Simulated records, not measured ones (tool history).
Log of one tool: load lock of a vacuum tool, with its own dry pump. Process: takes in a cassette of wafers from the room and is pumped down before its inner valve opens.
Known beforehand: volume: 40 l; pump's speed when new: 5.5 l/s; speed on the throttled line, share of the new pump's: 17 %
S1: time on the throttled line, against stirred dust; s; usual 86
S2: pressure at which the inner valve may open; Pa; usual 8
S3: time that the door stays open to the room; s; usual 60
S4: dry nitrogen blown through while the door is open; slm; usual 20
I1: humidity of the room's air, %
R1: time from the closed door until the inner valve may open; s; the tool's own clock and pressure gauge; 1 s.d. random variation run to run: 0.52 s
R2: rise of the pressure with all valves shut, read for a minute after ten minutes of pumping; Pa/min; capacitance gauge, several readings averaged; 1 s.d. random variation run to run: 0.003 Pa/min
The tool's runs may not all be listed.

run	day	S1	S2	S3	S4	I1	R1	R2
1	0	86	8	60	20	45.9	141	0.04
2	3.2	86	8	60	20	42.1	141.7	0.042
3	8.521	86	8	60	20	46.3	141.8	0.045
4	11.071	86	8	60	20	45.5	142.7	0.038
5	13.462	86	8	60	20	47.7	140.7	0.042
6	18.083	86	13	60	20	44.7	138.2	0.04
7	23.588	86	8	60	20	46.4	142	0.038
8	26.983	86	8	60	20	43.7	141.7	0.039
9	32.317	86	8	60	20	47.4	141.3	0.043
10	36.354	86	8	60	20	44.1	142.3	0.04
11	41.1	86	8	60	20	44.1	141.9	0.036
12	46.338	45	8	60	20	45.2	108.6	0.044
13	51.992	148	8	60	20	41.8	192.5	0.035
14	56.471	148	8	60	20	44.3	192.6	0.041
15	62.3	145	8	60	20	41.7	190.7	0.036
16	67.942	145	8	60	20	48.8	190.8	0.045
17	71.4	145	8	60	20	42.6	189.8	0.045
18	74.175	145	8	60	20	45.6	190.5	0.043
19	78.458	86	8	60	20	45.6	141.6	0.044
20	81.212	129	9	37	10	45.2	175.5	0.039
21	86.396	129	9	37	10	43.5	177.4	0.04
22	88.983	48	7	37	10	46.3	112.1	0.036
23	93.058	86	6	60	14	45.3	144.5	0.05
24	98.133	131	8	74	26	41.6	179.4	0.042
25	102.121	131	8	74	26	47.5	179.8	0.043
26	105.692	131	8	74	26	42.8	178.6	0.041
27	110.938	150	8	60	6	43	194.8	0.051
28	113.754	49	8	70	14	47	110.4	0.051
29	117.275	47	9	85	5	47.5	108	0.071
30	121.067	148	14	60	20	45.8	189.1	0.042
31	126.308	66	8	58	13	45.5	124.5	0.05
32	131.367	44	8	65	5	44.3	106.7	0.058
33	134.167	44	8	65	5	44.5	106.6	0.063
34	138.825	44	8	65	17	45.6	106.6	0.043
35	143.938	138	16	60	7	40.7	179.1	0.047
36	146.688	138	16	60	38	46.2	179	0.032
37	149.733	138	16	152	38	45	178.3	0.052
38	152.638	63	11	60	10	45.5	119.9	0.051

Put back what was entered between runs (1 entry, withheld): which listed runs does each sit between, and how does the hidden state differ from the listed run before to the listed run after?
From run 6 to run 7: dry pump taken out, an overhauled one fitted (day 19.675)
  pump's speed, % of a new pump's: 99.9 -> 100
